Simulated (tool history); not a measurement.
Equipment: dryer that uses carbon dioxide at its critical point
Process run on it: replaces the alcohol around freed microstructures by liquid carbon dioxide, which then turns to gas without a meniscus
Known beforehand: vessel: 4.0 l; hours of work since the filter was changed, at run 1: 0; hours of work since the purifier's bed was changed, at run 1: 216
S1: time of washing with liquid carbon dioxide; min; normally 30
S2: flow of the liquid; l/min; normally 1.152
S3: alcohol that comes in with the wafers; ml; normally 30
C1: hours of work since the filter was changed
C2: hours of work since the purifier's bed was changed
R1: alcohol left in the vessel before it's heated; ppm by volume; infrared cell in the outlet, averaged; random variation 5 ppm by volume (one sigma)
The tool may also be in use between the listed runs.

| run | hour | S1 | S2 | S3 | C1 | C2 | R1 |
|---|---|---|---|---|---|---|---|
| 1 | 0.0 | 30 | 1.152 | 30 | 0 | 216 | 29 |
| 2 | 7.7 | 30 | 1.152 | 30 | 4 | 220 | 39 |
| 3 | 17.1 | 30 | 1.152 | 30 | 10 | 226 | 46 |
| 4 | 25.3 | 30 | 1.152 | 76 | 14 | 231 | 39 |
| 5 | 37.8 | 30 | 1.152 | 76 | 22 | 238 | 44 |
| 6 | 44.6 | 30 | 1.152 | 76 | 25 | 241 | 39 |
| 7 | 52.9 | 30 | 1.152 | 76 | 30 | 246 | 39 |
| 8 | 60.6 | 30 | 1.152 | 76 | 35 | 251 | 51 |
| 9 | 70.6 | 30 | 1.152 | 76 | 40 | 256 | 37 |
| 10 | 81.1 | 30 | 1.152 | 113 | 46 | 262 | 45 |
| 11 | 87.6 | 30 | 1.152 | 113 | 50 | 266 | 42 |
| 12 | 93.6 | 30 | 1.152 | 30 | 53 | 269 | 40 |
| 13 | 99.8 | 25 | 0.740 | 36 | 57 | 273 | 149 |
| 14 | 108.0 | 47 | 1.940 | 30 | 62 | 278 | 44 |
| 15 | 116.7 | 43 | 0.880 | 111 | 67 | 283 | 51 |
| 16 | 128.5 | 43 | 0.880 | 111 | 73 | 289 | 47 |
| 17 | 139.7 | 43 | 0.880 | 111 | 80 | 296 | 37 |
| 18 | 152.9 | 43 | 0.880 | 111 | 87 | 303 | 37 |
| 19 | 166.9 | 33 | 1.420 | 93 | 95 | 311 | 51 |

The next listed run, before its measurement:
| 20 | 179.4 | 30 | 1.152 | 36 | 102 | 318 | ? |

R1: 56 ppm by volume
With no hidden state in the tool, this same run would have given R1 15 ppm by volume.
